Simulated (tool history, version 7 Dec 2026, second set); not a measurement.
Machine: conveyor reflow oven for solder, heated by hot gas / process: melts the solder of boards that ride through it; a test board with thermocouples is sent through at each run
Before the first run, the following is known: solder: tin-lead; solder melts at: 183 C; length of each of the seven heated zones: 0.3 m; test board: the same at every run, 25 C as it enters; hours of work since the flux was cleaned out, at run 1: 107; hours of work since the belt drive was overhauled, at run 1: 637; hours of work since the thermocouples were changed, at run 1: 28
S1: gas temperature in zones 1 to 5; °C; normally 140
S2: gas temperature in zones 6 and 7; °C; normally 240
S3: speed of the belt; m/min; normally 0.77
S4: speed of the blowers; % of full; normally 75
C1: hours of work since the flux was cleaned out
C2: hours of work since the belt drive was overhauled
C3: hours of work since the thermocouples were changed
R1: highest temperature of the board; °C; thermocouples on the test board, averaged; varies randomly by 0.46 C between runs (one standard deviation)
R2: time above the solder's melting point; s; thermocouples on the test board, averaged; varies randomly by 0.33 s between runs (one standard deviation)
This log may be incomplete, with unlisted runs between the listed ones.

| run | hour | S1 | S2 | S3 | S4 | C1 | C2 | C3 | R1 | R2 |
|---|---|---|---|---|---|---|---|---|---|---|
| 1 | 0 | 140 | 240 | 0.77 | 75 | 107 | 637 | 28 | 224.8 | 38 |
| 2 | 28.1 | 140 | 240 | 0.77 | 75 | 128 | 657 | 48 | 223.5 | 38.8 |
| 3 | 59.5 | 140 | 240 | 0.77 | 75 | 150 | 680 | 71 | 225.1 | 37.8 |
| 4 | 104.9 | 140 | 240 | 0.759 | 75 | 183 | 712 | 103 | 224.8 | 38.9 |
| 5 | 147.9 | 140 | 240 | 0.759 | 75 | 214 | 743 | 134 | 224.5 | 39.1 |
| 6 | 209.8 | 140 | 240 | 0.77 | 75 | 259 | 788 | 179 | 224 | 38.9 |
| 7 | 256.6 | 140 | 240 | 0.658 | 75 | 293 | 822 | 213 | 228.2 | 47.1 |
| 8 | 294.2 | 140 | 240 | 0.658 | 61 | 320 | 849 | 240 | 226.1 | 45.5 |
| 9 | 350.1 | 140 | 240 | 0.77 | 75 | 360 | 889 | 280 | 223.4 | 38.1 |
| 10 | 388.4 | 140 | 240 | 0.77 | 75 | 388 | 917 | 308 | 223.6 | 38.3 |
| 11 | 418.9 | 140 | 240 | 0.77 | 54 | 410 | 939 | 330 | 218.6 | 35.7 |
| 12 | 448.1 | 140 | 240 | 0.77 | 75 | 431 | 960 | 351 | 223.6 | 37.7 |
|  | 463 | flux residue cleaned out of gas plates and filters |
| 13 | 487.9 | 140 | 240 | 0.702 | 75 | 18 | 985 | 376 | 227.2 | 43.7 |
| 14 | 516.8 | 140 | 240 | 0.702 | 75 | 39 | 1006 | 397 | 226.2 | 43.3 |
| 15 | 561.1 | 140 | 240 | 0.81 | 75 | 71 | 1038 | 429 | 222.1 | 35.4 |
| 16 | 606.2 | 140 | 240 | 0.81 | 75 | 103 | 1070 | 461 | 221.9 | 35.7 |
| 17 | 658 | 140 | 243 | 0.652 | 87 | 141 | 1107 | 499 | 233.9 | 49.5 |
|  | 702.8 | belt drive overhauled, speed set with a stopwatch |
| 18 | 717.2 | 127 | 228 | 0.652 | 87 | 180 | 10 | 538 | 217.2 | 40.8 |
| 19 | 775 | 140 | 237 | 0.666 | 56 | 222 | 52 | 580 | 220.5 | 44.1 |
| 20 | 837 | 147 | 240 | 0.77 | 84 | 267 | 97 | 625 | 225.3 | 41.1 |
| 21 | 892.2 | 147 | 246 | 0.77 | 88 | 307 | 137 | 665 | 232.8 | 42.7 |

What will run 22 give?
| 22 | 926.7 | 152 | 240 | 0.77 | 53 | 331 | 161 | 689 | ? | ? |

Run 22 measured R1 222.5 °C, R2 39.7 s.
Without the tool's hidden state the same run would have given R1 222.6 °C, R2 39.7 s.
